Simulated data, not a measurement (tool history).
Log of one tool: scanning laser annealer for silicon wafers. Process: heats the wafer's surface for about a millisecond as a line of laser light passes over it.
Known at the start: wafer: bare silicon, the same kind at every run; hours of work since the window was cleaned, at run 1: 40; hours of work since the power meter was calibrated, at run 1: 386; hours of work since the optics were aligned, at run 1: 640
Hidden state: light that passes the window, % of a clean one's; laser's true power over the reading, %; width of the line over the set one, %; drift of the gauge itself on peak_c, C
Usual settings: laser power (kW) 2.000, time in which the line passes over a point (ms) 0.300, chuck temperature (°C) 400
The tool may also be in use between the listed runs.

run     day  laser power (kW)  time in which the line passes over a point (ms)  chuck temperature (°C)  hours of work since the window was cleaned  hours of work since the power meter was calibrated  hours of work since the optics were aligned  highest temperature of the surface (°C)
  1   0.000             2.000                                            0.300                     400                                          40                                                 386                                          640                                     1143
  2   0.783             2.000                                            0.300                     400                                          55                                                 400                                          654                                     1144
  3   1.438             2.000                                            0.300                     400                                          67                                                 412                                          666                                     1142
  4   1.912             2.000                                            0.300                     400                                          76                                                 421                                          675                                     1145
  5   2.500             2.000                                            0.300                     400                                          86                                                 432                                          686                                     1139
  6   2.946             2.000                                            0.300                     400                                          95                                                 440                                          694                                     1138
  7   3.458             1.796                                            0.300                     400                                         104                                                 450                                          704                                     1064
  8   3.921             2.000                                            0.300                     400                                         113                                                 458                                          712                                     1139
  9   4.575             2.000                                            0.273                     400                                         125                                                 470                                          724                                     1101
 10   5.150             2.000                                            0.300                     400                                         135                                                 481                                          735                                     1132
 11   5.900             2.000                                            0.300                     400                                         149                                                 495                                          749                                     1132
 12   6.262             2.000                                            0.300                     400                                         156                                                 501                                          755                                     1133
 13   7.054             2.000                                            0.300                     400                                         170                                                 516                                          770                                     1129
 14   7.708             2.000                                            0.246                     400                                         182                                                 528                                          782                                     1060
 15   8.379             2.000                                            0.246                     400                                         195                                                 540                                          794                                     1061
 16   8.708             2.000                                            0.246                     400                                         201                                                 546                                          800                                     1057
 17   9.400             2.000                                            0.246                     400                                         214                                                 559                                          813                                     1057
 18  10.058             2.000                                            0.300                     400                                         226                                                 571                                          825                                     1127
 19  10.512             2.000                                            0.300                     400                                         234                                                 580                                          834                                     1123
 20  10.979             1.858                                            0.263                     438                                         243                                                 588                                          842                                     1072
 21  11.308             2.144                                            0.272                     407                                         249                                                 594                                          848                                     1144
 22  11.979             2.000                                            0.300                     405                                         261                                                 607                                          861                                     1127
 23  12.521             2.000                                            0.300                     405                                         271                                                 617                                          871                                     1130
 24  13.071             2.000                                            0.300                     405                                         281                                                 627                                          881                                     1125
 25  13.708             2.000                                            0.300                     405                                         293                                                 639                                          893                                     1121
 26  14.038             2.000                                            0.301                     400                                         299                                                 645                                          899                                     1120
 27  14.438             2.000                                            0.301                     400                                         306                                                 652                                          906                                     1121
 28  14.825             1.711                                            0.247                     400                                         314                                                 659                                          913                                      961
 29  15.421             1.711                                            0.247                     400                                         325                                                 670                                          924                                      955
 30  16.192             2.015                                            0.241                     436                                         339                                                 684                                          938                                     1081
 31  16.621             1.808                                            0.210                     361                                         347                                                 692                                          946                                      902
     16.758  -- window over the wafer cleaned
 32  17.412             1.808                                            0.210                     361                                          12                                                 705                                          959                                      927
 33  18.004             1.821                                            0.222                     416                                          23                                                 716                                          970                                      998
 34  18.400             1.785                                            0.300                     400                                          30                                                 723                                          977                                     1069
 35  18.788             2.000                                            0.281                     417                                          37                                                 731                                          985                                     1136
 36  19.275             1.700                                            0.320                     437                                          46                                                 740                                          994                                     1094
 37  19.825             2.072                                            0.223                     426                                          57                                                 750                                         1004                                     1084
 38  20.488             1.722                                            0.373                     403                                          69                                                 762                                         1016                                     1116

How the hidden state differs across the entries between the runs, from the last listed run before each to the first after it:
Between runs 31 and 32: window over the wafer cleaned (day 16.758)
  light that passes the window, % of a clean one's: 95.37 -> 99.82; laser's true power over the reading, %: 0.4 -> 0.41; width of the line over the set one, %: 0.67 -> 0.68
  measured less the result without the state, highest temperature of the surface (°C): -25 -> +0
